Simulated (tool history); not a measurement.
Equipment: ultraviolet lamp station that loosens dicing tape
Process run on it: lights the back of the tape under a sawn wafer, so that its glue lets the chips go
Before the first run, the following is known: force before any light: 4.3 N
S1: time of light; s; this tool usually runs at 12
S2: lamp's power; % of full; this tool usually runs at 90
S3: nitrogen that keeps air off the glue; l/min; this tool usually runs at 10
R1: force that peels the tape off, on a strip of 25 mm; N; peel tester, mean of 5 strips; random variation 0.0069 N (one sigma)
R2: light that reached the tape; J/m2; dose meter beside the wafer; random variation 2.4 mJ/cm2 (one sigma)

run	day	S1	S2	S3	R1	R2
1	0.000	12	90	10	0.314	2110
2	3.033	12	79	10	0.393	1810
3	6.150	12	90	10	0.330	2050
4	8.054	13	90	10	0.289	2180
5	11.483	12	79	10	0.425	1690
6	15.492	12	65	10	0.615	1410
7	18.812	12	90	4	0.574	1870
8	20.946	12	90	4	0.610	1800
9	24.592	12	90	4	0.640	1730
10	27.096	12	61	10	0.775	1140
11	30.133	12	61	17	0.692	1130
12	31.867	12	79	10	0.571	1470
13	33.629	11	90	10	0.535	1450
14	36.917	10	90	10	0.553	1440
15	39.496	10	90	10	0.576	1400
16	42.075	8	90	10	0.803	1160
17	45.904	21	90	10	0.195	4590
18	49.467	21	90	10	0.198	4450
19	53.100	22	89	19	0.200	4570
20	54.729	22	89	19	0.191	4470
21	58.242	6	81	13	0.812	1080
22	60.738	12	68	4	0.599	1770
23	64.362	7	93	5	0.733	1480
24	67.150	9	71	14	0.509	1410
25	71.088	9	86	9	0.459	1670
26	74.683	9	86	9	0.506	1680
27	78.679	12	80	10	0.333	1980
28	80.500	12	80	10	0.362	1960
29	83.021	11	89	10	0.352	1970
30	86.829	11	89	10	0.342	1980
31	88.988	11	89	10	0.343	1990
32	90.829	7	84	10	0.783	1150
33	94.300	7	84	10	0.808	1140
34	96.362	12	96	10	0.285	2230

Taken out of this log: 5 entries between the listed runs. Where each belongs, and how the hidden state differs across it:
Run 7 -> run 8: window cleaned of glue's vapour (day 20.262)
  lamp's light, % of a new lamp's: 72.6 -> 71.8; light that the window lets through, % of a clean one's: 94.1 -> 91.7
  measured value less the no-hidden-state value, R1: +0.256 -> +0.289 N; R2: -870 -> -930 J/m2
Run 13 -> run 14: window cleaned of glue's vapour, once more (day 36.371)
  lamp's light, % of a new lamp's: 66.7 -> 65.5; light that the window lets through, % of a clean one's: 89.1 -> 99.8
  measured value less the no-hidden-state value, R1: +0.280 -> +0.259 N; R2: -1000 -> -780 J/m2
Run 16 -> run 17: lamp changed (day 45.612)
  lamp's light, % of a new lamp's: 63.5 -> 98.2; light that the window lets through, % of a clean one's: 98.8 -> 98
  measured value less the no-hidden-state value, R1: +0.413 -> +0.000 N; R2: -680 -> -170 J/m2
Run 22 -> run 23: window cleaned of glue's vapour (day 61.104)
  lamp's light, % of a new lamp's: 92.2 -> 90.7; light that the window lets through, % of a clean one's: 95.1 -> 98.9
  measured value less the no-hidden-state value, R1: +0.113 -> +0.110 N; R2: -250 -> -170 J/m2
Run 29 -> run 30: window cleaned of glue's vapour (day 85.662)
  lamp's light, % of a new lamp's: 83.2 -> 81.8; light that the window lets through, % of a clean one's: 95.2 -> 99.3
  measured value less the no-hidden-state value, R1: +0.095 -> +0.081 N; R2: -510 -> -470 J/m2

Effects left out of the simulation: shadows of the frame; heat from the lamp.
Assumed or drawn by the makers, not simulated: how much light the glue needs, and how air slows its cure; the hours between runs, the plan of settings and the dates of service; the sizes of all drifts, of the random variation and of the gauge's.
